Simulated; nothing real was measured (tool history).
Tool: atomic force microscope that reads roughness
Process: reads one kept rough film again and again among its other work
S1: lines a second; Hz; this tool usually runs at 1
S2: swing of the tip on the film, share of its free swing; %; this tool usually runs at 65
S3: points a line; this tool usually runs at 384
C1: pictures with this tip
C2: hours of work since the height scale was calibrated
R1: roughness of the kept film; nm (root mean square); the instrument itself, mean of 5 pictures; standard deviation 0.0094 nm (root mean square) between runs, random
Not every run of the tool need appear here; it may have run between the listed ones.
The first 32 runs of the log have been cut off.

| run | hour | S1 | S2 | S3 | C1 | C2 | R1 |
|---|---|---|---|---|---|---|---|
| 33 | 1034.9 | 1 | 81 | 384 | 73 | 292 | 2.05 |
| 34 | 1055.3 | 1 | 56 | 341 | 107 | 307 | 2.082 |
| 35 | 1095.2 | 1 | 56 | 341 | 173 | 338 | 2.043 |
| 36 | 1134 | 2.58 | 58 | 341 | 238 | 367 | 1.98 |
|  | 1176 | new tip fitted |
| 37 | 1180.1 | 1 | 65 | 704 | 7 | 402 | 2.12 |
| 38 | 1217 | 1.21 | 58 | 395 | 68 | 430 | 2.09 |
| 39 | 1239.6 | 0.78 | 82 | 384 | 106 | 447 | 2.04 |
| 40 | 1270.8 | 1 | 65 | 555 | 158 | 471 | 2.016 |

Below are 5 alternative next runs, each starting from the tool's condition after run 40. Predict each:
| A | 1298 | 2.94 | 81 | 422 | 203 | 492 | ? |
| B | 1298 | 1.24 | 58 | 555 | 203 | 492 | ? |
| C | 1298 | 3.28 | 88 | 352 | 203 | 492 | ? |
| D | 1298 | 0.63 | 55 | 922 | 203 | 492 | ? |
| E | 1298 | 1 | 66 | 555 | 203 | 492 | ? |

| run | R1 |
|---|---|
| A | 1.87 |
| B | 2.028 |
| C | 1.802 |
| D | 2.046 |
| E | 2.011 |
What these runs would have given with no unlogged condition in the tool:
| run | R1 |
|---|---|
| A | 1.972 |
| B | 2.138 |
| C | 1.9 |
| D | 2.157 |
| E | 2.12 |
